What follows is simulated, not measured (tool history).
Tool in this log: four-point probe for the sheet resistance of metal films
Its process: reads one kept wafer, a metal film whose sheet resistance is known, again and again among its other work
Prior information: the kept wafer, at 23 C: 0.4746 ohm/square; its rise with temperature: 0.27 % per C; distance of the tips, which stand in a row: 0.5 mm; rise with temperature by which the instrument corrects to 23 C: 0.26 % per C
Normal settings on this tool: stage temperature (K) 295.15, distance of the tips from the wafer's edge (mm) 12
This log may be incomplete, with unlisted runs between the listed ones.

| run | hour | stage temperature (K) | distance of the tips from the wafer's edge (mm) | sheet resistance as the instrument gives it (ohm/square) |
|---|---|---|---|---|
| 1 | 0.0 | 295.15 | 12 | 0.474430 |
| 2 | 40.1 | 296.15 | 12 | 0.474661 |
| 3 | 66.2 | 295.15 | 14 | 0.474349 |
| 4 | 98.0 | 295.15 | 14 | 0.474502 |
| 5 | 135.5 | 295.15 | 14 | 0.474354 |
| 6 | 158.2 | 295.15 | 12 | 0.474663 |
| 7 | 190.4 | 295.15 | 12 | 0.474563 |
| 8 | 234.5 | 295.15 | 12 | 0.474501 |
| 9 | 267.1 | 295.15 | 30 | 0.474193 |
| 10 | 287.5 | 295.15 | 30 | 0.474181 |
| 11 | 315.8 | 295.15 | 30 | 0.474080 |
| 12 | 351.7 | 295.15 | 30 | 0.474051 |
| 13 | 388.1 | 295.15 | 30 | 0.473876 |
| 14 | 406.3 | 292.15 | 12 | 0.474288 |
| 15 | 432.3 | 292.15 | 12 | 0.474079 |
| 16 | 464.0 | 292.15 | 4 | 0.477624 |
| 17 | 495.0 | 299.15 | 45 | 0.474008 |
| 18 | 523.1 | 299.15 | 45 | 0.474359 |
| 19 | 554.3 | 295.15 | 25 | 0.473996 |
| 20 | 585.7 | 295.15 | 25 | 0.473953 |
| 21 | 617.1 | 308.15 | 56 | 0.474737 |
| 22 | 646.9 | 308.15 | 56 | 0.474621 |
| 23 | 669.9 | 301.15 | 17 | 0.474339 |
| 24 | 690.5 | 301.15 | 17 | 0.474352 |
| 25 | 722.8 | 294.15 | 4 | 0.477753 |
| 26 | 748.4 | 296.15 | 12 | 0.474357 |
| 27 | 782.5 | 296.15 | 12 | 0.474240 |
| 28 | 825.3 | 295.15 | 18 | 0.473781 |
| 29 | 846.5 | 292.15 | 15 | 0.474006 |
| 30 | 887.5 | 292.15 | 15 | 0.473876 |
| 31 | 918.8 | 300.15 | 9 | 0.474658 |

Pick out some run-to-run changes in sheet resistance as the instrument gives it (ohm/square). Of each, how much would a tool without hidden state show as well, from the settings, what came in and chance, and how much is left for the hidden state and any gauge scatter not in both results compared?
Hidden state present: inner tips' distance over the nominal, %; tips' flats over new ones', %; wafer's true temperature over the reading, C; drift of the gauge itself on sheet_ohm, %.
Run 1 -> 2: stage temperature (K) 295.15 -> 296.15. sheet resistance as the instrument gives it (ohm/square) +0.000231: hidden state -0.000022, all else +0.000253.
Run 15 -> 16: distance of the tips from the wafer's edge (mm) 12 -> 4. sheet resistance as the instrument gives it (ohm/square) +0.003545: hidden state -0.000020, all else +0.003565.
Run 16 -> 17: stage temperature (K) 292.15 -> 299.15, distance of the tips from the wafer's edge (mm) 4 -> 45. sheet resistance as the instrument gives it (ohm/square) -0.003616: hidden state -0.000016, all else -0.003600.
Run 20 -> 21: stage temperature (K) 295.15 -> 308.15, distance of the tips from the wafer's edge (mm) 25 -> 56. sheet resistance as the instrument gives it (ohm/square) +0.000784: hidden state -0.000028, all else +0.000812.
Run 24 -> 25: stage temperature (K) 301.15 -> 294.15, distance of the tips from the wafer's edge (mm) 17 -> 4. sheet resistance as the instrument gives it (ohm/square) +0.003401: hidden state -0.000015, all else +0.003416.
Run 30 -> 31: stage temperature (K) 292.15 -> 300.15, distance of the tips from the wafer's edge (mm) 15 -> 9. sheet resistance as the instrument gives it (ohm/square) +0.000782: hidden state -0.000026, all else +0.000808.
